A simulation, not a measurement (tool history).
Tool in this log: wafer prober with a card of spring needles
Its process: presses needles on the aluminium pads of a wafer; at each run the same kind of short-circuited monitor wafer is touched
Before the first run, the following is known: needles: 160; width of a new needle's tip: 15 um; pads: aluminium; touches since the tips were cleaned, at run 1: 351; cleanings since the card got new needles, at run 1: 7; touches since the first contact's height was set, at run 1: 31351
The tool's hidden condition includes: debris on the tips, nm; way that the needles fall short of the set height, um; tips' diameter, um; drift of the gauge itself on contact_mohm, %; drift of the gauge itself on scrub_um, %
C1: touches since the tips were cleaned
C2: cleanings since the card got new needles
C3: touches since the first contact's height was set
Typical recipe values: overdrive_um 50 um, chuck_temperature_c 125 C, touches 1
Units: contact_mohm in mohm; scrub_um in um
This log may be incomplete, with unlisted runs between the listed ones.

Run 1, hour 0.0: usual settings; C1 351; C2 7; C3 31351. Result: contact_mohm 260 mohm, scrub_um 6.85 um.
Run 2, hour 7.9: usual settings; C1 2275; C2 7; C3 33275. Result: contact_mohm 299 mohm, scrub_um 6.85 um.
At hour 14.3: tips cleaned on abrasive film.
Run 3, hour 21.8: usual settings; C1 1839; C2 8; C3 36652. Result: contact_mohm 335 mohm, scrub_um 6.84 um.
At hour 29.3: tips cleaned on abrasive film.
Run 4, hour 29.3: usual settings; C1 0; C2 9; C3 38469. Result: contact_mohm 249 mohm, scrub_um 6.80 um.
Run 5, hour 40.6: usual settings; C1 2755; C2 9; C3 41224. Result: contact_mohm 309 mohm, scrub_um 6.79 um.
At hour 42.6: tips cleaned on abrasive film, once more.
Run 6, hour 50.6: usual settings but overdrive_um 53 um; C1 1968; C2 10; C3 43659. Result: contact_mohm 295 mohm, scrub_um 7.24 um.
At hour 57.7: tips cleaned on abrasive film.
Run 7, hour 64.5: usual settings but overdrive_um 53 um; C1 1652; C2 11; C3 47012. Result: contact_mohm 289 mohm, scrub_um 7.21 um.
At hour 73.0: tips cleaned on abrasive film.
Run 8, hour 73.0: usual settings but overdrive_um 53 um, touches 2; C1 0; C2 12; C3 49079. Result: contact_mohm 243 mohm, scrub_um 7.23 um.
Run 9, hour 82.5: usual settings but overdrive_um 43 um, chuck_temperature_c 27 C; C1 2310; C2 12; C3 51389. Result: contact_mohm 319 mohm, scrub_um 5.88 um.
At hour 88.1: tips cleaned on abrasive film.
Run 10, hour 92.2: usual settings but overdrive_um 54 um, chuck_temperature_c 107 C, touches 3; C1 999; C2 13; C3 53754. Result: contact_mohm 246 mohm, scrub_um 7.34 um.
Run 11, hour 98.1: usual settings but overdrive_um 54 um, chuck_temperature_c 107 C, touches 3; C1 2437; C2 13; C3 55192. Result: contact_mohm 254 mohm, scrub_um 7.34 um.
At hour 103.2: tips cleaned on abrasive film.
Run 12, hour 108.3: usual settings but overdrive_um 42 um; C1 1249; C2 14; C3 57650. Result: contact_mohm 306 mohm, scrub_um 5.70 um.

Subtracting, for every run, the result it would have given without the tool's unlogged condition from the measured result gives the following. The same run-to-run variation enters both numbers; the gauge's scatter may not:
run  contact_mohm  scrub_um
  1           +18     -0.04
  2           +59     -0.05
  3           +90     -0.06
  4            +6     -0.06
  5           +66     -0.06
  6           +52     -0.07
  7           +46     -0.07
  8            +5     -0.08
  9           +96     -0.08
 10           +13     -0.09
 11           +20     -0.09
 12           +60     -0.09
